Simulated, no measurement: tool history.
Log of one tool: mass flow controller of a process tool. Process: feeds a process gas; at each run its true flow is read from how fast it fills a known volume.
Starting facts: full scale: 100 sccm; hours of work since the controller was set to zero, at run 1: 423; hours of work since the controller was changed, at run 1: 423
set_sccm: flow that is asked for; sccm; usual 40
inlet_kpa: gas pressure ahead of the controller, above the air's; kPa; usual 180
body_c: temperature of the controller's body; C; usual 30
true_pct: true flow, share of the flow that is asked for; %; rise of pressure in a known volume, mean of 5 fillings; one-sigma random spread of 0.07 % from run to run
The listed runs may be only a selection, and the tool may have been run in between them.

run	hour	set_sccm	inlet_kpa	body_c	hours of work since the controller was set to zero	hours of work since the controller was changed	true_pct
1	0.0	40	180	30	423	423	97.69
2	162.9	40	180	30	509	509	97.55
3	316.8	34	180	30	591	591	97.16
4	419.7	34	180	30	645	645	97.31
5	540.9	34	173	30	709	709	97.34
6	677.1	34	173	30	782	782	97.19
7	822.1	34	173	30	858	858	97.21
8	964.3	40	180	27	934	934	97.21
9	1039.9	40	203	30	974	974	97.13
10	1111.0	40	180	27	1012	1012	97.06
11	1246.4	11	180	30	1083	1083	94.70
12	1331.9	40	180	30	1129	1129	97.22
13	1448.6	40	180	30	1191	1191	96.98
14	1556.4	40	180	30	1248	1248	97.07
15	1675.9	23	246	22	1311	1311	95.49
16	1813.9	23	246	22	1384	1384	95.34
17	1973.1	80	251	30	1469	1469	98.23
18	2088.3	16	270	38	1530	1530	94.75
19	2234.7	68	273	32	1607	1607	97.67
20	2335.9	40	154	30	1661	1661	96.82
21	2481.6	34	200	37	1738	1738	96.34
22	2624.7	74	257	26	1814	1814	97.81
23	2715.8	74	257	26	1862	1862	97.75
24	2825.0	41	178	31	1920	1920	96.62
25	2965.4	41	178	34	1995	1995	96.61
26	3044.0	29	151	34	2036	2036	96.05

Same runs, no hidden state in the tool, same run-to-run variation:
Hidden conditions of the tool in this case: flow at rest that the sensor doesn't see, % of full scale; true flow over the shown one, %; drift of the gauge itself on true_pct, %.
run	true_pct
1	98.17
2	98.09
3	97.82
4	98.02
5	98.10
6	98.01
7	98.09
8	98.08
9	98.03
10	97.99
11	97.04
12	98.23
13	98.03
14	98.17
15	97.07
16	97.01
17	99.15
18	97.10
19	98.73
20	98.22
21	97.93
22	98.94
23	98.91
24	98.17
25	98.23
26	98.06
